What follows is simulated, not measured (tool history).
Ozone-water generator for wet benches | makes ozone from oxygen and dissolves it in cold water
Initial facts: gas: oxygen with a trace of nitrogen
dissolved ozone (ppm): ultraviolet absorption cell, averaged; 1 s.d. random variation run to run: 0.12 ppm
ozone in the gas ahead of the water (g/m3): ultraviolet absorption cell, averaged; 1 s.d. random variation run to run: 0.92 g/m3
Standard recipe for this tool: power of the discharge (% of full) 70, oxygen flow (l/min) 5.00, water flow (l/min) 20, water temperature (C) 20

run	hour	power of the discharge (% of full)	oxygen flow (l/min)	water flow (l/min)	water temperature (C)	dissolved ozone (ppm)	ozone in the gas ahead of the water (g/m3)
1	0.0	70	5.00	20	20	11.5	146.8
2	185.5	70	5.00	20	17	11.9	145.5
3	272.3	70	5.00	20	20	11.4	145.6
4	483.2	70	5.00	20	20	11.5	144.2
5	589.3	70	5.00	20	20	11.4	144.0
6	697.3	70	5.00	20	20	11.1	142.6
7	849.4	70	5.00	20	20	11.0	143.8
8	964.2	70	5.00	20	20	11.3	143.2
9	1170.2	70	5.00	20	20	11.3	144.5
10	1295.5	70	5.00	20	20	11.0	141.6
# hour 1424.6: water thermometer calibrated
11	1495.3	70	5.00	20	20	11.1	143.9
12	1605.1	70	5.00	13	19	16.4	145.5
13	1746.2	70	2.83	30	18	6.8	197.9
14	1920.3	70	2.83	26	13	8.3	199.2
15	2059.2	70	2.83	26	13	8.3	199.4
16	2161.4	70	2.83	26	13	8.5	197.7
17	2341.1	70	3.67	20	18	11.3	170.6
18	2516.2	45	5.00	20	25	7.3	100.7
19	2727.6	91	3.33	31	20	8.2	222.3
20	2905.3	83	2.50	16	23	14.6	241.8

Branching from run 20: 4 alternative next runs. What would each branch give?
A	3014.5	57	3.44	20	20	?	?
B	3014.5	83	3.58	16	19	?	?
C	3014.5	70	5.00	20	13	?	?
D	3014.5	70	5.00	20	13	?	?

run	dissolved ozone (ppm)	ozone in the gas ahead of the water (g/m3)
A	9.1	149.8
B	15.8	197.6
C	11.8	142.0
D	12.0	143.1
Stripped of hidden state, with their random variation kept, the same runs would have yielded:
run	dissolved ozone (ppm)	ozone in the gas ahead of the water (g/m3)
A	10.3	161.0
B	18.4	218.1
C	13.6	154.9
D	13.8	156.1

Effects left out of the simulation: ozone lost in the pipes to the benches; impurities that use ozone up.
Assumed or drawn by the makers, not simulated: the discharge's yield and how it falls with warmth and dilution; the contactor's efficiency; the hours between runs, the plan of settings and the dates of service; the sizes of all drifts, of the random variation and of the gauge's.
